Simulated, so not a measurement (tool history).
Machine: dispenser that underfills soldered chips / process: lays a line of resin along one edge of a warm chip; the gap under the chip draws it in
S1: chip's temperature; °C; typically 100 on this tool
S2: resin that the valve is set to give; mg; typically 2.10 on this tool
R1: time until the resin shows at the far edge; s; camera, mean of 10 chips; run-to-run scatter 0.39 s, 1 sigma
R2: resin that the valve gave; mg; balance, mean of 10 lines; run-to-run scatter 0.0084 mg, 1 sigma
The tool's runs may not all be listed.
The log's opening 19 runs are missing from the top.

| run | hour | S1 | S2 | R1 | R2 |
|---|---|---|---|---|---|
|  | 130.2 | new syringe of resin |
| 20 | 131.7 | 95 | 2.31 | 30.7 | 2.255 |
| 21 | 137.1 | 105 | 2.25 | 25.7 | 2.208 |
| 22 | 141.5 | 112 | 2.41 | 24.1 | 2.341 |
|  | 143.5 | new syringe of resin |
| 23 | 148.0 | 112 | 2.04 | 17.8 | 1.990 |
| 24 | 151.9 | 87 | 2.51 | 60.9 | 2.437 |
|  | 156.9 | new syringe of resin |
| 25 | 157.7 | 109 | 2.68 | 16.0 | 2.588 |
| 26 | 161.8 | 107 | 1.88 | 23.0 | 1.808 |
|  | 170.1 | new syringe of resin |
| 27 | 171.0 | 110 | 2.34 | 16.0 | 2.240 |
|  | 176.8 | dispensing valve cleaned and set on the balance |
| 28 | 176.8 | 110 | 2.34 | 19.6 | 2.345 |
| 29 | 181.0 | 92 | 2.10 | 53.3 | 2.100 |
|  | 184.3 | new syringe of resin |
| 30 | 187.2 | 108 | 2.40 | 18.8 | 2.414 |
| 31 | 191.8 | 108 | 2.40 | 23.8 | 2.391 |
|  | 197.8 | new syringe of resin |
| 32 | 199.8 | 95 | 1.92 | 31.3 | 1.890 |
| 33 | 208.5 | 94 | 1.92 | 49.5 | 1.902 |
|  | 211.5 | new syringe of resin |
| 34 | 215.6 | 94 | 1.92 | 37.4 | 1.899 |
| 35 | 221.8 | 105 | 2.55 | 29.9 | 2.502 |

Predict each of these 3 candidate next runs independently; none follows another, all start after run 35:
|  | 224.7 | new syringe of resin |
| A | 229.5 | 96 | 2.33 | ? | ? |
|  | 224.7 | new syringe of resin |
| B | 229.5 | 87 | 2.11 | ? | ? |
|  | 224.7 | new syringe of resin |
| C | 229.5 | 100 | 1.94 | ? | ? |

| run | R1 | R2 |
|---|---|---|
| A | 35.1 | 2.280 |
| B | 52.9 | 2.057 |
| C | 30.0 | 1.899 |
Without the tool's hidden state the same runs would have given:
| run | R1 | R2 |
|---|---|---|
| A | 30.0 | 2.327 |
| B | 45.4 | 2.100 |
| C | 25.5 | 1.938 |
